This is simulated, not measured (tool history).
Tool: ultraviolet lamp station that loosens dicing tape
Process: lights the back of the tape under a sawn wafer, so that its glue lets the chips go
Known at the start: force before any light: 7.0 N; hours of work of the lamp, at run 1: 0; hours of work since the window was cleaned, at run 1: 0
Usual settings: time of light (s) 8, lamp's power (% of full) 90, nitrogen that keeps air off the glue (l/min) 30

| run | day | time of light (s) | lamp's power (% of full) | nitrogen that keeps air off the glue (l/min) | hours of work of the lamp | hours of work since the window was cleaned | force that peels the tape off (N) | light that reached the tape (mJ/cm2) |
|---|---|---|---|---|---|---|---|---|
| 1 | 0.000 | 8 | 90 | 30 | 0 | 0 | 0.512 | 632 |
| 2 | 3.008 | 8 | 90 | 38 | 53 | 53 | 0.408 | 639 |
| 3 | 5.075 | 7 | 90 | 30 | 90 | 90 | 0.673 | 558 |
| 4 | 6.733 | 7 | 90 | 30 | 119 | 119 | 0.680 | 565 |
| 5 | 10.188 | 8 | 83 | 30 | 180 | 180 | 0.581 | 598 |
| 6 | 13.088 | 8 | 83 | 30 | 231 | 231 | 0.601 | 599 |
| 7 | 16.475 | 10 | 90 | 30 | 291 | 291 | 0.277 | 814 |
| 8 | 19.904 | 10 | 90 | 30 | 351 | 351 | 0.289 | 809 |
| 9 | 21.658 | 10 | 90 | 30 | 382 | 382 | 0.280 | 808 |
|  | 23.033 | window cleaned of glue's vapour |
| 10 | 23.925 | 8 | 90 | 36 | 422 | 16 | 0.411 | 650 |
| 11 | 26.800 | 8 | 83 | 36 | 472 | 66 | 0.524 | 603 |
| 12 | 29.683 | 5 | 90 | 30 | 523 | 117 | 1.286 | 410 |
| 13 | 32.312 | 5 | 90 | 30 | 569 | 164 | 1.277 | 409 |
| 14 | 35.358 | 8 | 90 | 48 | 623 | 217 | 0.328 | 656 |
| 15 | 37.242 | 8 | 90 | 48 | 656 | 251 | 0.314 | 654 |
| 16 | 39.788 | 8 | 90 | 30 | 701 | 295 | 0.512 | 653 |
| 17 | 42.712 | 8 | 90 | 30 | 753 | 347 | 0.508 | 654 |
| 18 | 44.146 | 8 | 90 | 30 | 778 | 372 | 0.530 | 659 |
|  | 46.150 | window cleaned of glue's vapour |
| 19 | 46.542 | 8 | 90 | 30 | 820 | 7 | 0.509 | 661 |
|  | 49.467 | gauge calibrated |
| 20 | 49.467 | 8 | 90 | 30 | 872 | 58 | 0.511 | 646 |
| 21 | 51.988 | 8 | 90 | 30 | 916 | 103 | 0.498 | 636 |
| 22 | 54.004 | 8 | 90 | 29 | 952 | 139 | 0.532 | 650 |
| 23 | 56.996 | 11 | 64 | 31 | 1004 | 191 | 0.515 | 626 |
| 24 | 58.679 | 11 | 64 | 31 | 1034 | 221 | 0.531 | 637 |
| 25 | 61.542 | 11 | 64 | 31 | 1085 | 271 | 0.520 | 632 |
| 26 | 63.033 | 11 | 64 | 31 | 1111 | 298 | 0.509 | 633 |
| 27 | 66.454 | 11 | 64 | 31 | 1171 | 358 | 0.528 | 634 |
| 28 | 68.529 | 11 | 77 | 13 | 1208 | 395 | 0.761 | 755 |
|  | 69.275 | window cleaned of glue's vapour |
| 29 | 70.329 | 11 | 77 | 13 | 1239 | 19 | 0.795 | 754 |
| 30 | 72.504 | 11 | 77 | 13 | 1278 | 57 | 0.767 | 764 |
| 31 | 75.383 | 11 | 77 | 13 | 1328 | 108 | 0.771 | 764 |
| 32 | 76.883 | 11 | 77 | 13 | 1355 | 134 | 0.783 | 765 |
| 33 | 79.283 | 11 | 77 | 13 | 1397 | 176 | 0.815 | 771 |
|  | 79.696 | gauge calibrated |
| 34 | 80.946 | 11 | 70 | 21 | 1426 | 206 | 0.601 | 690 |
| 35 | 83.533 | 8 | 88 | 25 | 1472 | 251 | 0.631 | 628 |
| 36 | 85.333 | 8 | 70 | 15 | 1504 | 283 | 1.513 | 498 |
| 37 | 87.738 | 13 | 67 | 31 | 1546 | 326 | 0.298 | 789 |
| 38 | 89.296 | 5 | 90 | 30 | 1574 | 353 | 1.298 | 402 |
| 39 | 90.875 | 6 | 73 | 18 | 1602 | 381 | 1.845 | 393 |
|  | 92.404 | window cleaned of glue's vapour |
| 40 | 92.958 | 6 | 73 | 18 | 1638 | 10 | 1.810 | 393 |
| 41 | 95.962 | 10 | 74 | 10 | 1691 | 63 | 1.225 | 660 |
| 42 | 97.933 | 10 | 74 | 10 | 1726 | 97 | 1.276 | 663 |
| 43 | 100.525 | 11 | 83 | 45 | 1771 | 143 | 0.179 | 824 |

Hidden state at the last listed run before each entry between runs and at the first one after, where it differs:
Between runs 9 and 10: window cleaned of glue's vapour (day 23.033)
  light that the window lets through, % of a clean one's: 99.9 -> 100; drift of the gauge itself on dose_mj_cm2, %: 1.31 -> 1.45
  measured less the result without the state, light that reached the tape (mJ/cm2): +9 -> +9
Between runs 18 and 19: window cleaned of glue's vapour (day 46.150)
  light that the window lets through, % of a clean one's: 99.9 -> 100; drift of the gauge itself on dose_mj_cm2, %: 2.67 -> 2.82
  measured less the result without the state, light that reached the tape (mJ/cm2): +16 -> +18
Between runs 19 and 20: gauge calibrated (day 49.467)
  drift of the gauge itself on dose_mj_cm2, %: 2.82 -> 0
  measured less the result without the state, light that reached the tape (mJ/cm2): +18 -> -1
Between runs 28 and 29: window cleaned of glue's vapour (day 69.275)
  light that the window lets through, % of a clean one's: 99.9 -> 100; drift of the gauge itself on dose_mj_cm2, %: 1.16 -> 1.26
  measured less the result without the state, light that reached the tape (mJ/cm2): +7 -> +8
Between runs 33 and 34: gauge calibrated (day 79.696)
  drift of the gauge itself on dose_mj_cm2, %: 1.81 -> 0.08
  measured less the result without the state, light that reached the tape (mJ/cm2): +12 -> -1
Between runs 39 and 40: window cleaned of glue's vapour (day 92.404)
  light that the window lets through, % of a clean one's: 99.9 -> 100; drift of the gauge itself on dose_mj_cm2, %: 0.68 -> 0.8
  measured less the result without the state, light that reached the tape (mJ/cm2): +1 -> +3
